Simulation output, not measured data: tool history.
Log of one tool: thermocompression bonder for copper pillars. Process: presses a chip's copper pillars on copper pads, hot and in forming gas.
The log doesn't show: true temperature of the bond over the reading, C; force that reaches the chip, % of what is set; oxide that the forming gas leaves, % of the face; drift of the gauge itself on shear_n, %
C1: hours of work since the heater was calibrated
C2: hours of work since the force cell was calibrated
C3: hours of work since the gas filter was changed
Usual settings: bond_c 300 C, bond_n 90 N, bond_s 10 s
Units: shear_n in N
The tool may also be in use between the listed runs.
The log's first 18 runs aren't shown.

{"run": 19, "hour": 303.5, "bond_c": 276, "bond_n": 90, "bond_s": 6, "C1": 858, "C2": 648, "C3": 67, "shear_n": 46.1}
{"run": 20, "hour": 323.3, "bond_c": 320, "bond_n": 90, "bond_s": 10, "C1": 873, "C2": 662, "C3": 81, "shear_n": 70.3}
{"run": 21, "hour": 340.0, "bond_c": 300, "bond_n": 73, "bond_s": 13, "C1": 885, "C2": 674, "C3": 93, "shear_n": 58.9}
{"run": 22, "hour": 350.0, "bond_c": 275, "bond_n": 69, "bond_s": 5, "C1": 892, "C2": 681, "C3": 100, "shear_n": 31.2}
{"run": 23, "hour": 371.6, "bond_c": 275, "bond_n": 69, "bond_s": 5, "C1": 907, "C2": 697, "C3": 116, "shear_n": 30.6}
{"run": 24, "hour": 384.4, "bond_c": 275, "bond_n": 69, "bond_s": 5, "C1": 916, "C2": 706, "C3": 125, "shear_n": 32.1}
{"run": 25, "hour": 401.1, "bond_c": 300, "bond_n": 67, "bond_s": 10, "C1": 928, "C2": 718, "C3": 137, "shear_n": 49.3}
{"run": 26, "hour": 415.2, "bond_c": 300, "bond_n": 67, "bond_s": 10, "C1": 939, "C2": 728, "C3": 147, "shear_n": 47.9}
{"run": 27, "hour": 432.7, "bond_c": 300, "bond_n": 67, "bond_s": 10, "C1": 951, "C2": 741, "C3": 160, "shear_n": 48.9}
{"hour": 446.3, "done": "forming gas filter changed"}
{"run": 28, "hour": 453.1, "bond_c": 300, "bond_n": 80, "bond_s": 10, "C1": 966, "C2": 755, "C3": 5, "shear_n": 58.0}
{"run": 29, "hour": 469.6, "bond_c": 329, "bond_n": 86, "bond_s": 5, "C1": 977, "C2": 767, "C3": 17, "shear_n": 60.2}
{"run": 30, "hour": 485.8, "bond_c": 329, "bond_n": 86, "bond_s": 5, "C1": 989, "C2": 779, "C3": 28, "shear_n": 61.4}

5 ways to go on from here, each from the tool as it stands after run 30. What would each give?
{"run": "A", "hour": 500.0, "bond_c": 300, "bond_n": 65, "bond_s": 10, "C1": 999, "C2": 789, "C3": 39, "shear_n": "?"}
{"run": "B", "hour": 500.0, "bond_c": 302, "bond_n": 78, "bond_s": 7, "C1": 999, "C2": 789, "C3": 39, "shear_n": "?"}
{"run": "C", "hour": 500.0, "bond_c": 329, "bond_n": 60, "bond_s": 25, "C1": 999, "C2": 789, "C3": 39, "shear_n": "?"}
{"run": "D", "hour": 500.0, "bond_c": 324, "bond_n": 124, "bond_s": 17, "C1": 999, "C2": 789, "C3": 39, "shear_n": "?"}
{"run": "E", "hour": 500.0, "bond_c": 271, "bond_n": 90, "bond_s": 10, "C1": 999, "C2": 789, "C3": 39, "shear_n": "?"}

run=A shear_n=47.1
run=B shear_n=51.5
run=C shear_n=70.0
run=D shear_n=87.0
run=E shear_n=51.8
Without the tool's hidden state the same runs would have given:
run=A shear_n=46.4
run=B shear_n=50.8
run=C shear_n=69.8
run=D shear_n=87.5
run=E shear_n=50.7

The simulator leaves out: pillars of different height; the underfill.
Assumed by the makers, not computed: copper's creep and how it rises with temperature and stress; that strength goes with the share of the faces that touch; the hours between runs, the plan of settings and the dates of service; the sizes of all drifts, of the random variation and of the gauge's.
